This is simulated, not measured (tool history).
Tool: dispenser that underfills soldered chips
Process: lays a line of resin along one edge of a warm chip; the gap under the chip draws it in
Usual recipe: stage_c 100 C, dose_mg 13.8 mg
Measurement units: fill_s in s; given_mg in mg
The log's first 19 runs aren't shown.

-- hour=115.5 new syringe of resin
run 20 hour=116.4 | stage_c=100 dose_mg=15.2 | fill_s=14.9 given_mg=14.43
run 21 hour=121.1 | stage_c=103 dose_mg=15.2 | fill_s=18.1 given_mg=14.44
run 22 hour=129.2 | stage_c=103 dose_mg=15.2 | fill_s=27.7 given_mg=14.54
-- hour=130.1 new syringe of resin
run 23 hour=137.2 | stage_c=99 dose_mg=12 | fill_s=24.2 given_mg=11.44
-- hour=144.5 new syringe of resin
run 24 hour=145.8 | stage_c=110 dose_mg=13.8 | fill_s=13.1 given_mg=13.03
run 25 hour=152 | stage_c=110 dose_mg=14.5 | fill_s=17.7 given_mg=13.54
run 26 hour=156.2 | stage_c=100 dose_mg=13.9 | fill_s=29.1 given_mg=12.89
-- hour=158.7 new syringe of resin
run 27 hour=162.8 | stage_c=86 dose_mg=12.5 | fill_s=30.6 given_mg=11.56
run 28 hour=171.5 | stage_c=100 dose_mg=17.7 | fill_s=28.7 given_mg=16.3
-- hour=173 new syringe of resin
run 29 hour=179.8 | stage_c=100 dose_mg=17.7 | fill_s=20.7 given_mg=16.27
-- hour=185.4 dispensing valve cleaned and set on the balance
run 30 hour=187.1 | stage_c=113 dose_mg=13.7 | fill_s=20.6 given_mg=13.62
-- hour=188.2 new syringe of resin
run 31 hour=191.2 | stage_c=113 dose_mg=13.7 | fill_s=11.3 given_mg=13.59
run 32 hour=199.8 | stage_c=95 dose_mg=12 | fill_s=33.7 given_mg=11.97
-- hour=202.2 new syringe of resin
run 33 hour=206.4 | stage_c=106 dose_mg=15.2 | fill_s=15.8 given_mg=15.08
run 34 hour=210.3 | stage_c=100 dose_mg=14.2 | fill_s=23.5 given_mg=14.05
-- hour=216.3 new syringe of resin
run 35 hour=216.3 | stage_c=100 dose_mg=16.1 | fill_s=14.7 given_mg=15.73
run 36 hour=223.7 | stage_c=94 dose_mg=16.6 | fill_s=27 given_mg=16.18

Branching from run 36: 3 alternative next runs. What would each branch give?
run A hour=229.9 | stage_c=89 dose_mg=13.7 | fill_s=? given_mg=?
run B hour=229.9 | stage_c=95 dose_mg=12.3 | fill_s=? given_mg=?
run C hour=229.9 | stage_c=106 dose_mg=16.6 | fill_s=? given_mg=?

run=A fill_s=44.6 given_mg=13.42
run=B fill_s=38.7 given_mg=11.98
run=C fill_s=25.5 given_mg=16.13
What these runs would have given with no unlogged condition in the tool:
run=A fill_s=20.7 given_mg=13.74
run=B fill_s=18.4 given_mg=12.27
run=C fill_s=12 given_mg=16.52
